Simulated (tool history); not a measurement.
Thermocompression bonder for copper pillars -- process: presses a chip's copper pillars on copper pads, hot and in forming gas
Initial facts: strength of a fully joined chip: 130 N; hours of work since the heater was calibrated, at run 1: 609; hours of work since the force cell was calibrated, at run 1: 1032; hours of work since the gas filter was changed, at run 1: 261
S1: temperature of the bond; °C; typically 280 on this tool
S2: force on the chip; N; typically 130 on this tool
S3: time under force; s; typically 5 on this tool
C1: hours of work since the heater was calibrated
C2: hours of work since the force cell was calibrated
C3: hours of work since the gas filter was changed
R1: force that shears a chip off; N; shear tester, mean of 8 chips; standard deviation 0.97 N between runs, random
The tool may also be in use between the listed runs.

{"run": 1, "hour": 0.0, "S1": 280, "S2": 130, "S3": 5, "C1": 609, "C2": 1032, "C3": 261, "R1": 72.3}
{"run": 2, "hour": 48.3, "S1": 280, "S2": 130, "S3": 5, "C1": 647, "C2": 1070, "C3": 299, "R1": 72.6}
{"run": 3, "hour": 88.1, "S1": 280, "S2": 130, "S3": 5, "C1": 678, "C2": 1101, "C3": 330, "R1": 74}
{"hour": 127.1, "done": "heater calibrated with a thermocouple chip"}
{"hour": 165.4, "done": "forming gas filter changed"}
{"run": 4, "hour": 165.4, "S1": 280, "S2": 130, "S3": 5, "C1": 30, "C2": 1159, "C3": 0, "R1": 84.8}
{"run": 5, "hour": 199.8, "S1": 280, "S2": 130, "S3": 5, "C1": 56, "C2": 1186, "C3": 27, "R1": 83.7}
{"run": 6, "hour": 254.1, "S1": 280, "S2": 130, "S3": 5, "C1": 99, "C2": 1229, "C3": 69, "R1": 81.3}
{"run": 7, "hour": 328.0, "S1": 280, "S2": 130, "S3": 5, "C1": 157, "C2": 1286, "C3": 127, "R1": 80.2}
{"run": 8, "hour": 391.5, "S1": 280, "S2": 130, "S3": 5, "C1": 206, "C2": 1336, "C3": 177, "R1": 80.8}
{"run": 9, "hour": 457.7, "S1": 280, "S2": 130, "S3": 5, "C1": 258, "C2": 1388, "C3": 228, "R1": 80.5}
{"run": 10, "hour": 515.1, "S1": 280, "S2": 130, "S3": 5, "C1": 303, "C2": 1433, "C3": 273, "R1": 78.8}
{"run": 11, "hour": 550.2, "S1": 280, "S2": 130, "S3": 5, "C1": 330, "C2": 1460, "C3": 301, "R1": 76.8}
{"run": 12, "hour": 611.8, "S1": 280, "S2": 130, "S3": 8, "C1": 379, "C2": 1508, "C3": 349, "R1": 86.2}
{"run": 13, "hour": 658.0, "S1": 280, "S2": 130, "S3": 8, "C1": 415, "C2": 1544, "C3": 385, "R1": 86.2}
{"hour": 662.1, "done": "forming gas filter changed"}
{"run": 14, "hour": 729.7, "S1": 280, "S2": 130, "S3": 8, "C1": 470, "C2": 1600, "C3": 53, "R1": 90.6}
{"run": 15, "hour": 771.8, "S1": 280, "S2": 130, "S3": 8, "C1": 503, "C2": 1633, "C3": 86, "R1": 89.1}
{"run": 16, "hour": 823.4, "S1": 280, "S2": 130, "S3": 8, "C1": 544, "C2": 1673, "C3": 126, "R1": 88.4}
{"run": 17, "hour": 880.7, "S1": 280, "S2": 130, "S3": 8, "C1": 588, "C2": 1718, "C3": 171, "R1": 90.4}
{"hour": 925.4, "done": "force cell calibrated"}
{"run": 18, "hour": 950.1, "S1": 256, "S2": 130, "S3": 8, "C1": 641, "C2": 19, "C3": 224, "R1": 66.1}
{"run": 19, "hour": 1008.2, "S1": 256, "S2": 130, "S3": 8, "C1": 687, "C2": 65, "C3": 269, "R1": 64.9}
{"hour": 1040.5, "done": "heater calibrated with a thermocouple chip"}
{"run": 20, "hour": 1068.5, "S1": 256, "S2": 130, "S3": 8, "C1": 22, "C2": 110, "C3": 315, "R1": 71.1}
{"run": 21, "hour": 1108.1, "S1": 280, "S2": 156, "S3": 3, "C1": 53, "C2": 141, "C3": 346, "R1": 71.5}
{"run": 22, "hour": 1158.2, "S1": 280, "S2": 156, "S3": 3, "C1": 92, "C2": 180, "C3": 385, "R1": 71.2}
{"hour": 1164.4, "done": "forming gas filter changed"}
{"run": 23, "hour": 1197.4, "S1": 280, "S2": 79, "S3": 7, "C1": 122, "C2": 211, "C3": 26, "R1": 71.4}
{"run": 24, "hour": 1232.8, "S1": 286, "S2": 80, "S3": 7, "C1": 150, "C2": 238, "C3": 54, "R1": 75.1}
{"run": 25, "hour": 1273.1, "S1": 286, "S2": 107, "S3": 4, "C1": 181, "C2": 270, "C3": 85, "R1": 72.5}
{"run": 26, "hour": 1341.9, "S1": 280, "S2": 181, "S3": 12, "C1": 235, "C2": 324, "C3": 139, "R1": 108.8}
{"run": 27, "hour": 1398.5, "S1": 301, "S2": 109, "S3": 10, "C1": 280, "C2": 368, "C3": 183, "R1": 100.8}
{"run": 28, "hour": 1454.8, "S1": 280, "S2": 168, "S3": 4, "C1": 324, "C2": 412, "C3": 227, "R1": 81}
{"run": 29, "hour": 1502.8, "S1": 280, "S2": 168, "S3": 4, "C1": 361, "C2": 449, "C3": 265, "R1": 80}
{"run": 30, "hour": 1570.1, "S1": 280, "S2": 168, "S3": 4, "C1": 414, "C2": 502, "C3": 317, "R1": 80.7}
{"run": 31, "hour": 1615.9, "S1": 280, "S2": 168, "S3": 4, "C1": 449, "C2": 538, "C3": 353, "R1": 76.7}
{"hour": 1661.6, "done": "forming gas filter changed"}
{"run": 32, "hour": 1661.6, "S1": 251, "S2": 168, "S3": 4, "C1": 485, "C2": 573, "C3": 0, "R1": 59.5}
{"run": 33, "hour": 1713.2, "S1": 251, "S2": 93, "S3": 5, "C1": 525, "C2": 614, "C3": 40, "R1": 43.9}
{"run": 34, "hour": 1786.9, "S1": 271, "S2": 130, "S3": 3, "C1": 583, "C2": 671, "C3": 98, "R1": 58.4}
{"run": 35, "hour": 1835.9, "S1": 271, "S2": 147, "S3": 3, "C1": 621, "C2": 709, "C3": 136, "R1": 60.6}
{"run": 36, "hour": 1905.4, "S1": 271, "S2": 147, "S3": 3, "C1": 675, "C2": 764, "C3": 191, "R1": 58.6}
{"run": 37, "hour": 1943.6, "S1": 293, "S2": 166, "S3": 9, "C1": 705, "C2": 794, "C3": 220, "R1": 102.1}
{"hour": 1949.4, "done": "heater calibrated with a thermocouple chip"}
{"run": 38, "hour": 2015.4, "S1": 308, "S2": 158, "S3": 9, "C1": 52, "C2": 848, "C3": 275, "R1": 114.3}

Hidden state at the last listed run before each entry between runs and at the first one after, where it differs:
After run 3, before run 4: heater calibrated with a thermocouple chip (hour 127.1); forming gas filter changed (hour 165.4)
  true temperature of the bond over the reading, C: -9.6 -> 0; force that reaches the chip, % of what is set: 103.5 -> 103.7; oxide that the forming gas leaves, % of the face: 6.15 -> 0.52
  measured value less the no-hidden-state value, R1: -10.5 -> +1.4 N
After run 13, before run 14: forming gas filter changed (hour 662.1)
  true temperature of the bond over the reading, C: -5.4 -> -6.2; force that reaches the chip, % of what is set: 104.7 -> 104.9; oxide that the forming gas leaves, % of the face: 7.04 -> 1.45
  measured value less the no-hidden-state value, R1: -8.3 -> -3.7 N
After run 17, before run 18: force cell calibrated (hour 925.4)
  true temperature of the bond over the reading, C: -7.9 -> -8.6; force that reaches the chip, % of what is set: 105.2 -> 100.7; oxide that the forming gas leaves, % of the face: 3.5 -> 4.39
  measured value less the no-hidden-state value, R1: -6.8 -> -9.4 N
After run 19, before run 20: heater calibrated with a thermocouple chip (hour 1040.5)
  true temperature of the bond over the reading, C: -9.2 -> -1.8; force that reaches the chip, % of what is set: 100.8 -> 101; oxide that the forming gas leaves, % of the face: 5.11 -> 5.86
  measured value less the no-hidden-state value, R1: -10.4 -> -5.1 N
After run 22, before run 23: forming gas filter changed (hour 1164.4)
  true temperature of the bond over the reading, C: -2.8 -> -3.2; oxide that the forming gas leaves, % of the face: 7.03 -> 0.96
  measured value less the no-hidden-state value, R1: -6.6 -> -2.3 N
After run 31, before run 32: forming gas filter changed (hour 1661.6)
  true temperature of the bond over the reading, C: -7.7 -> -8.3; force that reaches the chip, % of what is set: 102.1 -> 102.2; oxide that the forming gas leaves, % of the face: 6.57 -> 0.7
  measured value less the no-hidden-state value, R1: -10.1 -> -5.8 N
After run 37, before run 38: heater calibrated with a thermocouple chip (hour 1949.4)
  true temperature of the bond over the reading, C: -11.5 -> -0.3; force that reaches the chip, % of what is set: 102.8 -> 103; oxide that the forming gas leaves, % of the face: 4.61 -> 5.49
  measured value less the no-hidden-state value, R1: -10.1 -> -5.5 N

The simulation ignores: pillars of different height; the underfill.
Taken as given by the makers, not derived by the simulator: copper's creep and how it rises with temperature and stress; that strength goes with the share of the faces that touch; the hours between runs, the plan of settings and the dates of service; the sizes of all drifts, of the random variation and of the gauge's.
